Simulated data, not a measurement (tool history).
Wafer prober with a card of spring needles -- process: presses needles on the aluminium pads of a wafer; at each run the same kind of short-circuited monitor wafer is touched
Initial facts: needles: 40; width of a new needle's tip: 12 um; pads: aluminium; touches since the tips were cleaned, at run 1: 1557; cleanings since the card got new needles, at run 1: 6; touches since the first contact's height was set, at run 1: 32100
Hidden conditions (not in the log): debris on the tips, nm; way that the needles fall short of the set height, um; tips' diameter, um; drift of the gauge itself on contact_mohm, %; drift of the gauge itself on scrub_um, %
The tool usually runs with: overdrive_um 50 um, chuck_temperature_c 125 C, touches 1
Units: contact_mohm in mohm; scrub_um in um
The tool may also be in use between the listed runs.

run,hour,overdrive_um,chuck_temperature_c,touches,touches since the tips were cleaned,cleanings since the card got new needles,touches since the first contact's height was set,contact_mohm,scrub_um
1,0.0,50,125,1,1557,6,32100,197,9.72
2,9.1,50,125,1,3583,6,34126,208,9.69
# hour 12.9: tips cleaned on abrasive film
3,13.9,50,125,1,228,7,35181,185,9.71
4,21.4,50,125,2,1901,7,36854,190,9.71
5,25.5,50,125,2,2807,7,37760,196,9.69
# hour 33.3: tips cleaned on abrasive film
6,34.9,50,125,2,350,8,39833,187,9.70
7,40.1,50,125,1,1519,8,41002,197,9.70
8,47.9,59,125,1,3251,8,42734,200,11.44
# hour 53.2: tips cleaned on abrasive film
9,53.5,46,125,1,70,9,43971,184,8.90
10,58.6,50,125,3,1195,9,45096,187,9.66
11,65.4,41,125,1,2715,9,46616,218,7.90
# hour 73.1: tips cleaned on abrasive film
12,75.0,41,125,1,419,10,48738,193,7.87
13,81.5,41,125,1,1877,10,50196,214,7.93
14,87.2,41,125,1,3150,10,51469,225,7.90
# hour 93.3: tips cleaned on abrasive film
15,93.3,50,125,1,0,11,52796,179,9.66
16,99.1,50,29,1,1296,11,54092,180,9.68
17,106.9,50,125,1,3027,11,55823,208,9.66
18,111.9,51,82,1,4156,11,56952,204,9.85
# hour 113.3: tips cleaned on abrasive film
19,117.6,58,53,2,944,12,58185,168,11.22
20,127.6,59,53,2,3184,12,60425,183,11.42
# hour 133.3: tips cleaned on abrasive film
21,134.1,59,53,2,188,13,61862,166,11.39
22,141.2,59,91,3,1770,13,63444,176,11.38
# hour 150.0: height of the first contact set anew
23,150.0,49,50,2,3668,13,0,192,9.37
# hour 153.7: tips cleaned on abrasive film
24,157.9,49,32,1,927,14,1730,182,9.39
25,162.3,59,31,1,1910,14,2713,180,11.35
26,171.0,55,31,3,3848,14,4651,175,10.58
# hour 173.8: tips cleaned on abrasive film
27,177.0,55,31,3,727,15,5975,163,10.59
28,183.3,55,31,3,2135,15,7383,168,10.54
29,193.2,50,30,1,4334,15,9582,200,9.56
# hour 194.2: tips cleaned on abrasive film
# hour 199.0: height of the first contact set anew, once more
30,200.5,50,125,2,1357,16,342,188,9.79
31,209.2,50,125,2,3280,16,2265,196,9.76
# hour 214.3: tips cleaned on abrasive film
32,218.8,69,63,2,991,17,4388,172,13.46
33,225.3,33,125,1,2449,17,5846,239,6.41
# hour 234.7: tips cleaned on abrasive film
34,235.1,41,125,1,69,18,7995,186,7.97

Here are 5 independent what-if runs from the current tool condition. What would each one return?
A,240.2,69,26,1,1218,18,9144,?,?
B,240.2,41,125,1,1218,18,9144,?,?
C,240.2,31,80,2,1218,18,9144,?,?
D,240.2,41,64,1,1218,18,9144,?,?
E,240.2,65,117,1,1218,18,9144,?,?

run,contact_mohm,scrub_um
A,168,13.48
B,199,7.96
C,197,6.06
D,192,7.99
E,183,12.66
What these runs would have given with no unlogged condition in the tool:
run,contact_mohm,scrub_um
A,157,13.49
B,178,7.98
C,176,6.07
D,169,8.00
E,173,12.67

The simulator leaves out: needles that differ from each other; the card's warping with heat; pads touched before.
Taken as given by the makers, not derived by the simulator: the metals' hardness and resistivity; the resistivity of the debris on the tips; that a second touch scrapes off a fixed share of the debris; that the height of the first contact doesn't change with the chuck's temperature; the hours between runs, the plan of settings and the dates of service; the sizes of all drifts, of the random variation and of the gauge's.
